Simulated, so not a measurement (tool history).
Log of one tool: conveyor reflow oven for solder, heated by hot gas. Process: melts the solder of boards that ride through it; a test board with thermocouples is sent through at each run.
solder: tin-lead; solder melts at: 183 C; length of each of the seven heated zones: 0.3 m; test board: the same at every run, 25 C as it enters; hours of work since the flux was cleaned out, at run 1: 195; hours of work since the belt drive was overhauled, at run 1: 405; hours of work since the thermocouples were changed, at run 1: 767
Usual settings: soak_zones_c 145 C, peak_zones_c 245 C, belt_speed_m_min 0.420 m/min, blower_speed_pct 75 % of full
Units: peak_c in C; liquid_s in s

run	hour	soak_zones_c	peak_zones_c	belt_speed_m_min	blower_speed_pct	hours of work since the flux was cleaned out	hours of work since the belt drive was overhauled	hours of work since the thermocouples were changed	peak_c	liquid_s
1	0.0	145	245	0.420	75	195	405	767	229.9	77.0
2	39.8	145	245	0.420	75	224	434	796	229.7	77.1
3	69.2	145	245	0.445	75	245	455	818	227.5	71.3
# hour 112.6: flux residue cleaned out of gas plates and filters
4	131.7	145	245	0.445	75	14	497	860	226.6	70.8
# hour 150.4: thermocouples of zones 6 and 7 changed
5	191.1	145	245	0.445	75	56	539	30	225.6	70.0
6	226.1	145	245	0.420	75	81	564	55	227.6	75.6
7	253.5	145	245	0.420	75	101	584	75	227.3	75.7
8	301.7	145	245	0.420	56	136	619	110	224.1	73.0
9	359.3	145	245	0.382	75	178	661	152	229.5	85.3
10	384.2	145	245	0.382	75	196	680	170	229.8	85.0
# hour 412.8: flux residue cleaned out of gas plates and filters, once more
11	428.4	145	245	0.382	75	11	708	199	234.0	88.0
12	453.4	145	245	0.420	75	30	726	217	231.2	78.4
13	492.1	145	245	0.420	75	58	755	245	231.4	78.4
14	520.9	145	245	0.420	75	79	776	266	231.0	78.1
15	571.8	145	245	0.486	75	116	813	303	225.8	64.5
16	629.3	142	236	0.373	74	158	855	345	225.0	83.1
17	670.9	145	245	0.364	72	188	885	376	233.6	92.8
18	710.0	154	251	0.343	67	217	913	404	241.2	107.0
19	758.1	154	251	0.343	67	252	948	439	240.9	106.8
# hour 794.1: flux residue cleaned out of gas plates and filters
20	809.0	154	251	0.359	67	11	982	473	241.3	102.2
21	868.2	145	245	0.420	68	54	1025	516	230.5	78.5
22	900.0	145	238	0.369	82	77	1048	539	229.0	89.0
23	956.9	145	238	0.369	82	119	1090	580	228.7	88.7
24	1000.4	156	246	0.464	81	150	1121	612	231.3	75.8
25	1052.8	148	244	0.360	75	189	1160	650	234.1	96.1
26	1107.0	148	244	0.408	88	228	1199	690	231.7	83.5
27	1137.2	150	251	0.428	88	250	1221	712	237.0	83.0
# hour 1171.7: belt drive overhauled, speed set with a stopwatch
# hour 1181.1: flux residue cleaned out of gas plates and filters
28	1192.7	150	251	0.428	88	8	12	746	238.8	81.2
29	1253.0	145	250	0.392	63	52	56	790	236.0	85.6
30	1291.6	145	250	0.392	63	80	84	818	236.3	85.5

Forecast each of these 3 alternatives for the next run:
A	1335.3	145	235	0.420	57	112	116	850	?	?
B	1335.3	145	259	0.420	75	112	116	850	?	?
C	1335.3	145	245	0.455	56	112	116	850	?	?

run	peak_c	liquid_s
A	219.2	68.3
B	243.5	83.7
C	224.8	66.9
Without the tool's hidden state the same runs would have given:
run	peak_c	liquid_s
A	219.3	68.5
B	243.8	83.6
C	225.1	67.2
